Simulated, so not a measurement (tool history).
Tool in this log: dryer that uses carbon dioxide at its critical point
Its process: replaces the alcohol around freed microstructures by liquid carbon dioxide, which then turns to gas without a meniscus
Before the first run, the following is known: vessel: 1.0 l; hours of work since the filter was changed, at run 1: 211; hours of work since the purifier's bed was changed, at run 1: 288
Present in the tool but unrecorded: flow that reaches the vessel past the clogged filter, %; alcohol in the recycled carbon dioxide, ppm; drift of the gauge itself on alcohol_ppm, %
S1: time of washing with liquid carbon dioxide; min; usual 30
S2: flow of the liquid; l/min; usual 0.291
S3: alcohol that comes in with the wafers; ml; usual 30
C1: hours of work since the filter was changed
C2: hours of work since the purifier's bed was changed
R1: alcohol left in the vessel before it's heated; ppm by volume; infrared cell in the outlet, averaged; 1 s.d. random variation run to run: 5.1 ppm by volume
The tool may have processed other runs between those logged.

run,day,S1,S2,S3,C1,C2,R1
1,0,30,0.291,30,211,288,170
2,0.425,30,0.458,30,219,295,123
3,0.854,30,0.291,30,226,303,187
4,1.083,30,0.291,30,230,306,188
5,1.346,30,0.291,30,234,311,193
6,1.7,30,0.291,30,240,317,199
7,2.092,30,0.291,30,247,324,206
8,2.354,30,0.291,30,251,328,206
9,2.65,30,0.291,30,256,333,200
10,2.896,30,0.291,30,260,337,212
11,3.196,30,0.291,30,265,342,203
12,3.646,30,0.291,30,273,350,214
13,3.904,42,0.281,30,277,354,154
14,4.15,40,0.324,78,281,358,147
15,4.583,18,0.324,49,289,366,967
# day 4.658: inlet filter changed
16,4.904,38,0.324,45,4,370,159
17,5.212,45,0.244,23,9,376,161
18,5.679,20,0.244,23,17,383,835
19,6.046,22,0.206,73,23,390,3092

Subtracting, for every run, the result it would have given without the tool's unlogged condition from the measured result gives the following. The same run-to-run variation enters both numbers; the gauge's scatter may not:
run,R1
1,+125
2,+114
3,+130
4,+133
5,+137
6,+140
7,+144
8,+142
9,+144
10,+149
11,+146
12,+158
13,+141
14,+141
15,+311
16,+145
17,+146
18,+158
19,+200

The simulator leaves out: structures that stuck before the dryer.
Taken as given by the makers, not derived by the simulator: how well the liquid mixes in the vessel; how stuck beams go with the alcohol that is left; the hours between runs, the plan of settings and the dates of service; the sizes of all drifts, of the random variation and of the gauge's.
